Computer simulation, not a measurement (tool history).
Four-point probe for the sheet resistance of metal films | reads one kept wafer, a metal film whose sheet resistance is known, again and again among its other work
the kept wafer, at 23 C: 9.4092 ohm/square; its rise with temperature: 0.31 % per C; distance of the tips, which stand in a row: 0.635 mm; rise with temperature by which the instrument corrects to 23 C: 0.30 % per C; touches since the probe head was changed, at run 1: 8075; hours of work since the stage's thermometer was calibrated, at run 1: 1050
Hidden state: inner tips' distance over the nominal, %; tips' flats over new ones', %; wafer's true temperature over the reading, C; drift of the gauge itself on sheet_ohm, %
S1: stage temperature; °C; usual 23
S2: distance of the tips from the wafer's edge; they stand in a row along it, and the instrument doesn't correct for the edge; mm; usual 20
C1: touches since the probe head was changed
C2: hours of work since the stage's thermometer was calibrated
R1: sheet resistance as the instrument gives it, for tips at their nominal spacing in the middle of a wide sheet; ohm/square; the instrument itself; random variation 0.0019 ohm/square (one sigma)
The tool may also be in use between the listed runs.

Run 1, hour 0: usual settings; C1 8075; C2 1050. Result: R1 9.42306 ohm/square.
Run 2, hour 15.9: usual settings but S1 28 °C; C1 8310; C2 1060. Result: R1 9.433678 ohm/square.
Run 3, hour 35.3: usual settings but S1 19 °C; C1 8597; C2 1072. Result: R1 9.421757 ohm/square.
Run 4, hour 43.9: usual settings but S1 19 °C; C1 8724; C2 1077. Result: R1 9.417634 ohm/square.
Run 5, hour 59.2: usual settings but S1 19 °C, S2 4 mm; C1 8949; C2 1086. Result: R1 9.540807 ohm/square.
Run 6, hour 75.1: usual settings but S1 19 °C, S2 4 mm; C1 9184; C2 1096. Result: R1 9.542018 ohm/square.
Run 7, hour 90.9: usual settings but S1 19 °C, S2 4 mm; C1 9418; C2 1106. Result: R1 9.541785 ohm/square.
Run 8, hour 99.7: usual settings; C1 9547; C2 1111. Result: R1 9.425385 ohm/square.
Run 9, hour 111.6: usual settings but S1 27 °C; C1 9724; C2 1119. Result: R1 9.433379 ohm/square.
Run 10, hour 126.8: usual settings but S1 27 °C; C1 9948; C2 1128. Result: R1 9.433534 ohm/square.
Run 11, hour 140.2: usual settings but S1 27 °C; C1 10146; C2 1136. Result: R1 9.432754 ohm/square.
Run 12, hour 159.8: usual settings but S2 12 mm; C1 10437; C2 1149. Result: R1 9.438568 ohm/square.
Run 13, hour 170.9: usual settings but S1 26 °C; C1 10600; C2 1155. Result: R1 9.43429 ohm/square.
Run 14, hour 188.9: usual settings but S1 26 °C; C1 10866; C2 1167. Result: R1 9.434042 ohm/square.
Run 15, hour 202.3: usual settings but S1 26 °C; C1 11063; C2 1175. Result: R1 9.432363 ohm/square.
Run 16, hour 215.6: usual settings but S1 26 °C; C1 11260; C2 1183. Result: R1 9.436557 ohm/square.
Run 17, hour 235.6: usual settings but S1 26 °C; C1 11555; C2 1195. Result: R1 9.432204 ohm/square.
Run 18, hour 255: usual settings but S1 26 °C; C1 11843; C2 1207. Result: R1 9.432857 ohm/square.
Run 19, hour 267.3: usual settings but S1 26 °C; C1 12024; C2 1215. Result: R1 9.433357 ohm/square.
Run 20, hour 282.7: usual settings but S1 26 °C; C1 12252; C2 1225. Result: R1 9.433836 ohm/square.
Run 21, hour 294.5: usual settings but S1 26 °C; C1 12427; C2 1232. Result: R1 9.433036 ohm/square.
Run 22, hour 306: usual settings but S1 32 °C; C1 12596; C2 1239. Result: R1 9.444535 ohm/square.
Run 23, hour 322: usual settings but S1 32 °C; C1 12832; C2 1249. Result: R1 9.447198 ohm/square.
Run 24, hour 337.8: usual settings but S1 31 °C, S2 11 mm; C1 13066; C2 1259. Result: R1 9.452247 ohm/square.
Run 25, hour 351.2: usual settings but S1 31 °C, S2 11 mm; C1 13264; C2 1267. Result: R1 9.453157 ohm/square.

The next listed run, before its measurement:
Run 26, hour 369.2: usual settings but S1 31 °C, S2 11 mm; C1 13530; C2 1278. Result: R1 ?.

Run 26 gave R1 9.454005 ohm/square.
Without the tool's hidden state the same run would have given R1 9.438628 ohm/square.
